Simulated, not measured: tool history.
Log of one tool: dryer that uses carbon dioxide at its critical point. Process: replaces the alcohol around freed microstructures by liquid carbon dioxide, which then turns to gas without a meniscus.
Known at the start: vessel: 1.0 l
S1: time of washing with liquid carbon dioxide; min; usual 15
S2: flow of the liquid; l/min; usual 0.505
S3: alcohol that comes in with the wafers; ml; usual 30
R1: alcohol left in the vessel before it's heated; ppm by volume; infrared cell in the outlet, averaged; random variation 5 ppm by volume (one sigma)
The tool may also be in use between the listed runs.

run,hour,S1,S2,S3,R1
1,0,15,0.505,30,49
2,17.3,18,0.505,30,41
3,39.1,18,0.505,30,41
4,75.4,18,0.505,30,41
5,111.5,15,0.505,54,94
6,128.7,15,0.331,30,363
7,165.3,15,0.331,30,379
8,189.3,15,0.505,30,78
9,221.2,15,0.505,30,83
10,247.2,15,0.71,30,55
11,276.8,15,0.71,30,51
12,303.5,15,0.71,21,49
13,332.1,11,0.535,22,171
14,359.2,11,0.535,22,198
15,394,11,0.616,30,142
16,422.4,15,0.328,36,618
# hour 439.4: inlet filter changed
17,461.1,23,0.328,54,96
18,479.2,15,0.784,47,64
19,495.1,21,0.414,30,68
20,516.5,13,0.436,37,234
21,539.7,24,0.505,30,54
22,575.4,9,0.564,24,271
23,612.8,15,0.45,46,157

Forecast each of these 3 alternatives for the next run:
A,646,17,0.649,46,?
B,646,12,0.69,77,?
C,646,22,0.555,118,?

run,R1
A,69
B,101
C,69
Without the tool's hidden state the same runs would have given:
run,R1
A,4
B,25
C,3

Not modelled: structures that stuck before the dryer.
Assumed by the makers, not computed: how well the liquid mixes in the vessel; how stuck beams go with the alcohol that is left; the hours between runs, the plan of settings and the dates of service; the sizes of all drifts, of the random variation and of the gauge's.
